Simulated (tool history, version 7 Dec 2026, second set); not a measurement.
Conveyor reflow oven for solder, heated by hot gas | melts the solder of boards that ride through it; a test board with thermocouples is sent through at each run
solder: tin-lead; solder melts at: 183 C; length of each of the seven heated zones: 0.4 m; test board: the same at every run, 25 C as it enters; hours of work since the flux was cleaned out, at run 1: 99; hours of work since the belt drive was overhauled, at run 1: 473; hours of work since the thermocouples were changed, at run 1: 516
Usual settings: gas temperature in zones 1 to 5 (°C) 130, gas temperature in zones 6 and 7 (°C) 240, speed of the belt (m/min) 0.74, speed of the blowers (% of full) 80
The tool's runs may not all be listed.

run	day	gas temperature in zones 1 to 5 (°C)	gas temperature in zones 6 and 7 (°C)	speed of the belt (m/min)	speed of the blowers (% of full)	hours of work since the flux was cleaned out	hours of work since the belt drive was overhauled	hours of work since the thermocouples were changed	highest temperature of the board (°C)	time above the solder's melting point (s)
1	0	130	240	0.74	80	99	473	516	221.3	49.6
2	0.842	130	240	0.74	80	111	486	528	221.3	49.7
3	1.946	137	240	0.74	80	127	501	544	221.8	51.7
4	3.004	130	240	0.74	80	143	517	559	221.7	49.4
5	3.933	130	240	0.74	80	156	530	573	220.9	49.2
# day 4.5: flux residue cleaned out of gas plates and filters
6	5.288	130	240	0.74	80	11	547	589	219.8	48.4
7	6.3	130	240	0.74	80	26	561	604	218.8	48
8	6.862	130	240	0.603	80	34	570	612	225.2	64.6
9	7.971	130	240	0.603	80	50	586	628	226.4	64.2
10	8.983	133	240	0.793	57	65	600	643	209.9	37.5
11	9.596	130	240	0.832	80	74	609	651	214.5	38.6
# day 10.125: flux residue cleaned out of gas plates and filters, once more
12	10.388	130	238	0.74	80	4	618	660	220.6	49.5
13	11.212	130	238	0.74	80	16	630	672	219.8	49.7
14	11.829	130	238	0.74	80	25	638	681	220.4	49.6
15	12.758	125	252	0.74	80	38	652	694	231.8	53.7

Forecast each of these 3 alternatives for the next run:
A	13.425	130	248	0.74	80	48	662	704	?	?
B	13.425	130	240	0.604	80	48	662	704	?	?
C	13.425	138	242	0.754	80	48	662	704	?	?

run	highest temperature of the board (°C)	time above the solder's melting point (s)
A	228.9	53.9
B	227.5	66.1
C	224.7	53
Without the tool's hidden state the same runs would have given:
run	highest temperature of the board (°C)	time above the solder's melting point (s)
A	231.5	54.5
B	230.2	66.7
C	227.3	53.6
